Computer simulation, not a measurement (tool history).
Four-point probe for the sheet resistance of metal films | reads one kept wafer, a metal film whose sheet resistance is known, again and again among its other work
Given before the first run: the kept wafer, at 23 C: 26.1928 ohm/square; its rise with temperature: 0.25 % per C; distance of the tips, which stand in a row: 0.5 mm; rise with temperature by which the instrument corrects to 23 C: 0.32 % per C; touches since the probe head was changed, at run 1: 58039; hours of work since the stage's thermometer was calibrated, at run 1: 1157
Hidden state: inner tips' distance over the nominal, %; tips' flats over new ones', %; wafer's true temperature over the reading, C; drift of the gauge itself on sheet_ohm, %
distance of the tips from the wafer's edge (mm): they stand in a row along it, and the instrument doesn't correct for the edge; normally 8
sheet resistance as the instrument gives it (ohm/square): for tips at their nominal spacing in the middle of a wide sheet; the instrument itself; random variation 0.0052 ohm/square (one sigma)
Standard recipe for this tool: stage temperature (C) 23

run,hour,stage temperature (C),distance of the tips from the wafer's edge (mm),touches since the probe head was changed,hours of work since the stage's thermometer was calibrated,sheet resistance as the instrument gives it (ohm/square)
1,0,23,8,58039,1157,26.244699
2,80.8,23,8,59137,1201,26.257089
3,168,23,8,60323,1248,26.245572
4,222.7,23,8,61066,1278,26.250733
5,289.5,23,8,61975,1314,26.253265
# hour 326.5: stage's thermometer calibrated
6,400.5,32,8,63477,40,26.094182
7,475.2,32,31,64492,80,26.046583
8,572,32,31,65808,132,26.038361
9,669.2,20,9,67129,185,26.291547
10,765.1,22,8,68433,237,26.273381
11,876.4,20,65,69946,297,26.265752
12,951.5,19,60,70967,337,26.275177

What will run 13 give?
13,1064.6,23,8,72505,398,?

sheet resistance as the instrument gives it (ohm/square): 26.255461
The same run, on a tool lacking any hidden state, would have yielded sheet resistance as the instrument gives it (ohm/square) 26.251922.
